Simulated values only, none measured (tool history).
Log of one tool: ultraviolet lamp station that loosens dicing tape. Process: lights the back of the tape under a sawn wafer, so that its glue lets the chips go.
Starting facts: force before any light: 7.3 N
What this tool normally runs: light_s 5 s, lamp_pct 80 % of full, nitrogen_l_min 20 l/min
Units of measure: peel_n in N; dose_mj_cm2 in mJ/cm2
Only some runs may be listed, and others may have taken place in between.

run	hour	light_s	lamp_pct	nitrogen_l_min	peel_n	dose_mj_cm2
1	0.0	5	80	20	1.064	511
2	7.7	5	80	20	1.069	509
3	13.1	5	80	20	1.082	513
4	21.5	5	80	7	2.026	512
5	26.9	4	80	20	1.532	412
6	36.4	4	80	20	1.502	411
7	43.3	4	80	20	1.529	407
8	48.6	4	80	20	1.484	404

Run 9, settings as shown, results not yet in. Your forecast:
9	55.1	9	80	37	?	?

peel_n: 0.301 N
dose_mj_cm2: 915 mJ/cm2
If the tool had no hidden condition, the same run with the same run-to-run variation would have returned peel_n 0.270 N, dose_mj_cm2 1060 mJ/cm2.
